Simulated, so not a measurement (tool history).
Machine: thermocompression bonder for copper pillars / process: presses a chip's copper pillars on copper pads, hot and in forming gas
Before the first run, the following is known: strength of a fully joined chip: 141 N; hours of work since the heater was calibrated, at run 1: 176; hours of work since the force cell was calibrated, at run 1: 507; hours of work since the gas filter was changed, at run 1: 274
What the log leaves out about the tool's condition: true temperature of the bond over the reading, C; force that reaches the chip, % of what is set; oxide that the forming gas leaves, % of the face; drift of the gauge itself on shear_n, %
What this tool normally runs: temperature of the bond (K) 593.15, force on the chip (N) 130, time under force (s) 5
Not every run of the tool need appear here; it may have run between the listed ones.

run   hour  temperature of the bond (K)  force on the chip (N)  time under force (s)  hours of work since the heater was calibrated  hours of work since the force cell was calibrated  hours of work since the gas filter was changed  force that shears a chip off (N)
  1    0.0                       593.15                    130                     5                                            176                                                507                                             274                              47.9
  2    6.4                       593.15                    130                     5                                            181                                                511                                             279                              49.0
  3   10.6                       593.15                     90                     5                                            184                                                514                                             282                              30.6
  4   15.5                       593.15                     90                     5                                            187                                                517                                             285                              32.3
  5   22.7                       593.15                    125                     5                                            192                                                522                                             290                              47.1
  6   31.4                       593.15                    130                     5                                            198                                                528                                             296                              47.6
  7   37.9                       593.15                    130                     5                                            203                                                533                                             300                              47.5
  8   47.1                       593.15                    130                     5                                            209                                                539                                             307                              47.4
  9   52.6                       578.15                    130                     5                                            213                                                543                                             311                              40.2
 10   60.5                       593.15                    192                     5                                            218                                                548                                             316                              69.6
 11   66.4                       593.15                    130                     7                                            222                                                552                                             320                              53.6
 12   74.5                       593.15                    130                     7                                            228                                                558                                             326                              52.9
 13   82.2                       593.15                    130                     5                                            233                                                563                                             331                              45.7
 14   89.7                       594.15                    130                     5                                            238                                                569                                             336                              47.2
 15   95.6                       594.15                    130                     5                                            242                                                573                                             340                              46.0
 16  102.1                       593.15                    130                    12                                            247                                                577                                             345                              65.2
 17  112.4                       593.15                    130                    12                                            254                                                584                                             352                              64.8
 18  122.8                       593.15                    130                    12                                            261                                                591                                             359                              64.4
 19  127.8                       593.15                    173                     5                                            264                                                595                                             362                              62.7
 20  135.8                       593.15                    173                     5                                            270                                                600                                             368                              61.7
 21  141.4                       618.15                    124                     5                                            274                                                604                                             372                              54.9
 22  146.5                       596.15                    153                     6                                            277                                                608                                             375                              59.7
 23  153.4                       596.15                    153                     6                                            282                                                612                                             380                              60.4
 24  163.1                       583.15                     92                    15                                            289                                                619                                             387                              45.8
 25  167.4                       583.15                     92                    15                                            292                                                622                                             390                              45.1
 26  175.2                       588.15                    179                     3                                            297                                                627                                             395                              50.8
 27  182.3                       588.15                    179                     3                                            302                                                632                                             400                              50.6
 28  190.3                       612.15                     97                     6                                            308                                                638                                             405                              42.6
     195.7  -- forming gas filter changed
 29  198.1                       612.15                     97                     6                                            313                                                643                                               2                              46.3
 30  205.4                       586.15                    128                     6                                            318                                                648                                               7                              48.7
 31  210.1                       586.15                    128                     6                                            321                                                651                                              10                              50.3
 32  215.0                       569.15                    114                     6                                            324                                                655                                              13                              36.4
 33  222.7                       569.15                    114                     6                                            330                                                660                                              19                              36.4
 34  233.2                       570.15                    130                     3                                            337                                                667                                              26                              32.4
 35  241.8                       570.15                    160                     5                                            343                                                673                                              32                              50.4
 36  249.9                       592.15                    160                     5                                            348                                                679                                              37                              59.3
 37  259.8                       582.15                    148                     3                                            355                                                685                                              44                              42.2
 38  269.8                       586.15                     85                     3                                            362                                                692                                              51                              22.2
 39  278.9                       586.15                    103                    12                                            368                                                699                                              57                              50.9
 40  285.9                       571.15                    169                     5                                            373                                                703                                              62                              53.4

Same runs, no hidden state in the tool, same run-to-run variation:
run  force that shears a chip off (N)
  1                              53.3
  2                              54.4
  3                              34.4
  4                              36.2
  5                              52.5
  6                              53.4
  7                              53.3
  8                              53.3
  9                              45.5
 10                              77.7
 11                              60.4
 12                              59.8
 13                              51.9
 14                              53.6
 15                              52.3
 16                              73.7
 17                              73.4
 18                              73.1
 19                              71.4
 20                              70.4
 21                              62.7
 22                              68.3
 23                              69.1
 24                              52.8
 25                              52.2
 26                              58.7
 27                              58.6
 28                              49.5
 29                              49.4
 30                              52.2
 31                              53.8
 32                              39.3
 33                              39.4
 34                              35.1
 35                              54.4
 36                              63.8
 37                              45.9
 38                              24.4
 39                              55.4
 40                              58.2
